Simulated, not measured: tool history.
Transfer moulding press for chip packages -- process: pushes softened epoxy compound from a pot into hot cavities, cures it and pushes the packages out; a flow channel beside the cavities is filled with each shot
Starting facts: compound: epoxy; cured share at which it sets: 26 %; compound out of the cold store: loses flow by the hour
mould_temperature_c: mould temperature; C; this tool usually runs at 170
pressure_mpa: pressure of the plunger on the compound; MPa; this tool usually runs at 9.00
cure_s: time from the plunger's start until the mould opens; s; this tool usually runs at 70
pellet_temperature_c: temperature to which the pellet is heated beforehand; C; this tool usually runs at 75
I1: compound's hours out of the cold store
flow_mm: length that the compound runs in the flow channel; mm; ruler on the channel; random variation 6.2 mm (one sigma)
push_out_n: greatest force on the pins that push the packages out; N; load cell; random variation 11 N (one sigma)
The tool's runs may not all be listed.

run 1 day=0.000 | mould_temperature_c=170 pressure_mpa=9.00 cure_s=70 pellet_temperature_c=75 | I1=21.1 | flow_mm=664 push_out_n=679
-- day=0.425 cavities cleaned with cleaning compound and waxed
-- day=2.242 cavities cleaned with cleaning compound and waxed
run 2 day=3.400 | mould_temperature_c=170 pressure_mpa=9.00 cure_s=70 pellet_temperature_c=70 | I1=13.9 | flow_mm=676 push_out_n=730
-- day=4.167 cavities cleaned with cleaning compound and waxed
-- day=5.900 plunger's sealing rings changed
-- day=5.962 cavities cleaned with cleaning compound and waxed
run 3 day=7.512 | mould_temperature_c=170 pressure_mpa=9.00 cure_s=70 pellet_temperature_c=70 | I1=35.4 | flow_mm=641 push_out_n=692
-- day=7.971 cavities cleaned with cleaning compound and waxed
-- day=9.900 cavities cleaned with cleaning compound and waxed
run 4 day=11.350 | mould_temperature_c=170 pressure_mpa=9.00 cure_s=70 pellet_temperature_c=70 | I1=26.8 | flow_mm=652 push_out_n=710
-- day=11.638 cavities cleaned with cleaning compound and waxed
-- day=13.338 cavities cleaned with cleaning compound and waxed
run 5 day=13.562 | mould_temperature_c=170 pressure_mpa=9.00 cure_s=70 pellet_temperature_c=75 | I1=13.5 | flow_mm=698 push_out_n=553
-- day=15.375 cavities cleaned with cleaning compound and waxed
-- day=17.042 cavities cleaned with cleaning compound and waxed
run 6 day=17.629 | mould_temperature_c=170 pressure_mpa=9.00 cure_s=70 pellet_temperature_c=70 | I1=46.1 | flow_mm=560 push_out_n=566
-- day=18.233 plunger's sealing rings changed
-- day=18.975 mould's thermocouples calibrated
-- day=19.038 cavities cleaned with cleaning compound and waxed
run 7 day=20.188 | mould_temperature_c=170 pressure_mpa=9.00 cure_s=85 pellet_temperature_c=70 | I1=40.0 | flow_mm=635 push_out_n=516
-- day=20.896 cavities cleaned with cleaning compound and waxed
-- day=22.867 cavities cleaned with cleaning compound and waxed
run 8 day=23.338 | mould_temperature_c=170 pressure_mpa=9.00 cure_s=70 pellet_temperature_c=75 | I1=38.6 | flow_mm=615 push_out_n=582
-- day=24.738 cavities cleaned with cleaning compound and waxed
run 9 day=26.117 | mould_temperature_c=164 pressure_mpa=9.00 cure_s=70 pellet_temperature_c=75 | I1=22.8 | flow_mm=676 push_out_n=1126
-- day=26.492 cavities cleaned with cleaning compound and waxed
-- day=28.317 cavities cleaned with cleaning compound and waxed
run 10 day=29.767 | mould_temperature_c=170 pressure_mpa=9.00 cure_s=91 pellet_temperature_c=75 | I1=33.5 | flow_mm=597 push_out_n=510
-- day=30.225 cavities cleaned with cleaning compound and waxed
-- day=30.617 plunger's sealing rings changed
-- day=32.096 cavities cleaned with cleaning compound and waxed
run 11 day=33.167 | mould_temperature_c=170 pressure_mpa=9.00 cure_s=91 pellet_temperature_c=75 | I1=42.5 | flow_mm=610 push_out_n=495
-- day=33.767 cavities cleaned with cleaning compound and waxed
-- day=35.712 cavities cleaned with cleaning compound and waxed
run 12 day=37.271 | mould_temperature_c=170 pressure_mpa=9.00 cure_s=70 pellet_temperature_c=75 | I1=46.5 | flow_mm=579 push_out_n=698
-- day=37.629 cavities cleaned with cleaning compound and waxed
-- day=39.383 cavities cleaned with cleaning compound and waxed
run 13 day=40.375 | mould_temperature_c=170 pressure_mpa=9.00 cure_s=70 pellet_temperature_c=75 | I1=13.3 | flow_mm=674 push_out_n=680
-- day=41.238 cavities cleaned with cleaning compound and waxed
-- day=42.788 plunger's sealing rings changed
-- day=43.050 cavities cleaned with cleaning compound and waxed
run 14 day=44.104 | mould_temperature_c=170 pressure_mpa=7.14 cure_s=58 pellet_temperature_c=74 | I1=11.2 | flow_mm=652 push_out_n=1141
-- day=44.862 cavities cleaned with cleaning compound and waxed
-- day=46.596 cavities cleaned with cleaning compound and waxed
-- day=48.529 cavities cleaned with cleaning compound and waxed
run 15 day=48.604 | mould_temperature_c=167 pressure_mpa=7.14 cure_s=58 pellet_temperature_c=75 | I1=33.1 | flow_mm=572 push_out_n=934
-- day=50.554 cavities cleaned with cleaning compound and waxed
run 16 day=51.154 | mould_temperature_c=167 pressure_mpa=9.66 cure_s=62 pellet_temperature_c=75 | I1=11.4 | flow_mm=725 push_out_n=1032
-- day=52.379 cavities cleaned with cleaning compound and waxed
-- day=54.092 cavities cleaned with cleaning compound and waxed
-- day=55.042 plunger's sealing rings changed
run 17 day=55.042 | mould_temperature_c=176 pressure_mpa=10.55 cure_s=57 pellet_temperature_c=74 | I1=34.6 | flow_mm=694 push_out_n=677
-- day=56.154 cavities cleaned with cleaning compound and waxed
run 18 day=57.471 | mould_temperature_c=176 pressure_mpa=10.55 cure_s=57 pellet_temperature_c=74 | I1=30.4 | flow_mm=702 push_out_n=719
-- day=57.838 cavities cleaned with cleaning compound and waxed
-- day=59.621 cavities cleaned with cleaning compound and waxed
run 19 day=60.100 | mould_temperature_c=173 pressure_mpa=7.33 cure_s=71 pellet_temperature_c=81 | I1=25.1 | flow_mm=595 push_out_n=483
-- day=61.429 cavities cleaned with cleaning compound and waxed
-- day=62.792 mould's thermocouples calibrated
-- day=63.225 cavities cleaned with cleaning compound and waxed
run 20 day=63.225 | mould_temperature_c=166 pressure_mpa=9.00 cure_s=85 pellet_temperature_c=67 | I1=25.2 | flow_mm=660 push_out_n=449
-- day=65.000 cavities cleaned with cleaning compound and waxed
-- day=66.675 cavities cleaned with cleaning compound and waxed
run 21 day=66.675 | mould_temperature_c=166 pressure_mpa=9.00 cure_s=85 pellet_temperature_c=67 | I1=19.7 | flow_mm=684 push_out_n=451
-- day=67.462 plunger's sealing rings changed
-- day=68.500 cavities cleaned with cleaning compound and waxed
run 22 day=69.775 | mould_temperature_c=166 pressure_mpa=9.00 cure_s=85 pellet_temperature_c=67 | I1=19.6 | flow_mm=705 push_out_n=670
-- day=70.292 cavities cleaned with cleaning compound and waxed
-- day=72.204 cavities cleaned with cleaning compound and waxed
run 23 day=72.738 | mould_temperature_c=178 pressure_mpa=7.85 cure_s=85 pellet_temperature_c=67 | I1=37.6 | flow_mm=563 push_out_n=392
-- day=73.908 cavities cleaned with cleaning compound and waxed
run 24 day=74.596 | mould_temperature_c=178 pressure_mpa=7.85 cure_s=62 pellet_temperature_c=76 | I1=37.1 | flow_mm=553 push_out_n=493

4 ways to go on from here, each from the tool as it stands after run 24. What would each give?
-- day=75.625 cavities cleaned with cleaning compound and waxed
-- day=77.454 cavities cleaned with cleaning compound and waxed
run A day=77.504 | mould_temperature_c=178 pressure_mpa=7.85 cure_s=62 pellet_temperature_c=73 | I1=39.8 | flow_mm=? push_out_n=?
-- day=75.625 cavities cleaned with cleaning compound and waxed
-- day=77.454 cavities cleaned with cleaning compound and waxed
run B day=77.504 | mould_temperature_c=169 pressure_mpa=9.00 cure_s=70 pellet_temperature_c=75 | I1=44.8 | flow_mm=? push_out_n=?
-- day=75.625 cavities cleaned with cleaning compound and waxed
-- day=77.454 cavities cleaned with cleaning compound and waxed
run C day=77.504 | mould_temperature_c=178 pressure_mpa=7.08 cure_s=63 pellet_temperature_c=76 | I1=38.6 | flow_mm=? push_out_n=?
-- day=75.625 cavities cleaned with cleaning compound and waxed
-- day=77.454 cavities cleaned with cleaning compound and waxed
run D day=77.504 | mould_temperature_c=164 pressure_mpa=7.85 cure_s=88 pellet_temperature_c=74 | I1=19.9 | flow_mm=? push_out_n=?

run=A flow_mm=530 push_out_n=404
run=B flow_mm=585 push_out_n=504
run=C flow_mm=509 push_out_n=385
run=D flow_mm=639 push_out_n=467
Without the tool's unlogged condition, the same runs would have read:
run=A flow_mm=571 push_out_n=400
run=B flow_mm=631 push_out_n=503
run=C flow_mm=548 push_out_n=380
run=D flow_mm=689 push_out_n=465
